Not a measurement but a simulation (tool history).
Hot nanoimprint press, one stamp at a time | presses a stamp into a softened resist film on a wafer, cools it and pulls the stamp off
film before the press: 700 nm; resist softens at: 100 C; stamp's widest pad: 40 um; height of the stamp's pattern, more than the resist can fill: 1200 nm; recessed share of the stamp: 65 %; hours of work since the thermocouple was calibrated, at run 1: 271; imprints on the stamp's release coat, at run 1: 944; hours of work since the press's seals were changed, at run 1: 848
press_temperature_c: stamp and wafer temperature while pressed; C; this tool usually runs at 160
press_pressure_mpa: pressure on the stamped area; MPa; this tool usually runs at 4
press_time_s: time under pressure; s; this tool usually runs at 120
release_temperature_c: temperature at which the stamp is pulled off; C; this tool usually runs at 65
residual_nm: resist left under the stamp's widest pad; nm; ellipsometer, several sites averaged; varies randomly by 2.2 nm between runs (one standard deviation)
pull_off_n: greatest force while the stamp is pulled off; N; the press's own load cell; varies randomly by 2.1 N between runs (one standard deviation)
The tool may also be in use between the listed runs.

run	hour	press_temperature_c	press_pressure_mpa	press_time_s	release_temperature_c	hours of work since the thermocouple was calibrated	imprints on the stamp's release coat	hours of work since the press's seals were changed	residual_nm	pull_off_n
1	0	160	4	120	65	271	944	848	390.7	107
2	40.6	169	4	120	65	301	1133	877	239.3	115
3	107.2	169	4	120	65	349	1444	925	242.3	117
# hour 150.8: stamp cleaned and given a new release coat
4	195.1	160	4	120	65	408	206	984	405.2	99
5	280.6	160	4	120	65	470	604	1046	411.5	107
6	317.1	160	4	120	65	496	775	1072	411.5	107
7	379.5	148	3.5	137	55	541	1065	1117	625.3	132
# hour 450.6: plate thermocouple calibrated
8	450.6	160	4	216	65	0	1382	1166	304.9	108
9	493.5	164	6.15	199	65	31	1582	1197	208.2	121
# hour 512.5: stamp cleaned and given a new release coat
10	559.1	160	4	65	65	74	217	1240	456	97
11	631.2	154	4	120	51	126	552	1292	510	139

What if the next run were any one of these 5? Each begins from the tool's condition after run 11:
# hour 645.4: press's hydraulic seals changed and the load cell set to zero
A	693.3	154	3.58	120	51	165	805	35	?	?
# hour 645.4: press's hydraulic seals changed and the load cell set to zero
B	693.3	152	4	120	51	165	805	35	?	?
# hour 645.4: press's hydraulic seals changed and the load cell set to zero
C	693.3	154	4	120	62	165	805	35	?	?
# hour 645.4: press's hydraulic seals changed and the load cell set to zero
D	693.3	154	3.15	82	60	165	805	35	?	?
# hour 645.4: press's hydraulic seals changed and the load cell set to zero
E	693.3	149	4	120	54	165	805	35	?	?

run	residual_nm	pull_off_n
A	507.2	139
B	533.1	141
C	493.7	114
D	563.6	115
E	593.6	125
Take away the tool's hidden state, keep each run's random variation, and the runs would have read:
run	residual_nm	pull_off_n
A	494.5	122
B	520.6	123
C	480.5	100
D	553.1	101
E	583.1	109
